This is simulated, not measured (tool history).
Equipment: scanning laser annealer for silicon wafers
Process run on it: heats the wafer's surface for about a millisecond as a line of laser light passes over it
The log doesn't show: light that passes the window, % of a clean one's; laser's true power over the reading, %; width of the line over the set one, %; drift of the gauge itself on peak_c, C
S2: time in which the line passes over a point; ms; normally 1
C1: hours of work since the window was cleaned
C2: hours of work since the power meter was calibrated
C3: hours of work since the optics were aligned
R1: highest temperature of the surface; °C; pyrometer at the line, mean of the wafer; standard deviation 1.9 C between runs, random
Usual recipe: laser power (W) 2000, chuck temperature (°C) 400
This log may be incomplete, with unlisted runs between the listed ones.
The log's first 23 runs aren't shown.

{"run": 24, "day": 17.458, "laser power (W)": 2000, "S2": 1.03, "chuck temperature (°C)": 400, "C1": 90, "C2": 528, "C3": 528, "R1": 1105}
{"run": 25, "day": 18.275, "laser power (W)": 1769, "S2": 1.01, "chuck temperature (°C)": 403, "C1": 99, "C2": 537, "C3": 537, "R1": 1017}
{"run": 26, "day": 19.058, "laser power (W)": 2052, "S2": 1, "chuck temperature (°C)": 400, "C1": 108, "C2": 546, "C3": 546, "R1": 1109}
{"run": 27, "day": 19.492, "laser power (W)": 2034, "S2": 1.01, "chuck temperature (°C)": 436, "C1": 113, "C2": 551, "C3": 551, "R1": 1142}
{"run": 28, "day": 20.042, "laser power (W)": 2034, "S2": 1.01, "chuck temperature (°C)": 436, "C1": 119, "C2": 557, "C3": 557, "R1": 1142}
{"run": 29, "day": 21.088, "laser power (W)": 2021, "S2": 1.01, "chuck temperature (°C)": 393, "C1": 131, "C2": 569, "C3": 569, "R1": 1092}
{"run": 30, "day": 21.542, "laser power (W)": 2000, "S2": 0.95, "chuck temperature (°C)": 400, "C1": 136, "C2": 574, "C3": 574, "R1": 1071}
{"run": 31, "day": 22.188, "laser power (W)": 1950, "S2": 0.85, "chuck temperature (°C)": 400, "C1": 143, "C2": 581, "C3": 581, "R1": 1015}
{"run": 32, "day": 22.846, "laser power (W)": 1950, "S2": 0.85, "chuck temperature (°C)": 400, "C1": 150, "C2": 589, "C3": 589, "R1": 1016}
{"run": 33, "day": 23.592, "laser power (W)": 1924, "S2": 0.85, "chuck temperature (°C)": 403, "C1": 159, "C2": 597, "C3": 597, "R1": 1011}
{"run": 34, "day": 24.371, "laser power (W)": 1924, "S2": 0.85, "chuck temperature (°C)": 403, "C1": 167, "C2": 606, "C3": 606, "R1": 1004}
{"run": 35, "day": 24.896, "laser power (W)": 1975, "S2": 1, "chuck temperature (°C)": 423, "C1": 173, "C2": 611, "C3": 611, "R1": 1098}
{"run": 36, "day": 25.788, "laser power (W)": 1892, "S2": 0.87, "chuck temperature (°C)": 400, "C1": 183, "C2": 621, "C3": 621, "R1": 999}
{"run": 37, "day": 26.258, "laser power (W)": 1892, "S2": 0.87, "chuck temperature (°C)": 400, "C1": 188, "C2": 627, "C3": 627, "R1": 1001}
{"run": 38, "day": 26.788, "laser power (W)": 1736, "S2": 0.95, "chuck temperature (°C)": 400, "C1": 194, "C2": 633, "C3": 633, "R1": 975}
{"run": 39, "day": 27.8, "laser power (W)": 1736, "S2": 0.95, "chuck temperature (°C)": 400, "C1": 206, "C2": 644, "C3": 644, "R1": 972}
{"run": 40, "day": 28.558, "laser power (W)": 1723, "S2": 0.95, "chuck temperature (°C)": 424, "C1": 214, "C2": 652, "C3": 652, "R1": 993}
{"run": 41, "day": 29.075, "laser power (W)": 2188, "S2": 1.04, "chuck temperature (°C)": 399, "C1": 220, "C2": 658, "C3": 658, "R1": 1156}

Alternative continuations, all from the tool just after run 41; predict every row:
{"run": "A", "day": 29.679, "laser power (W)": 2188, "S2": 0.7, "chuck temperature (°C)": 427, "C1": 227, "C2": 665, "C3": 665, "R1": "?"}
{"run": "B", "day": 29.679, "laser power (W)": 2106, "S2": 1.04, "chuck temperature (°C)": 407, "C1": 227, "C2": 665, "C3": 665, "R1": "?"}
{"run": "C", "day": 29.679, "laser power (W)": 2000, "S2": 0.92, "chuck temperature (°C)": 400, "C1": 227, "C2": 665, "C3": 665, "R1": "?"}

run=A R1=1044
run=B R1=1136
run=C R1=1050
Without the tool's hidden state the same runs would have given:
run=A R1=1075
run=B R1=1172
run=C R1=1082
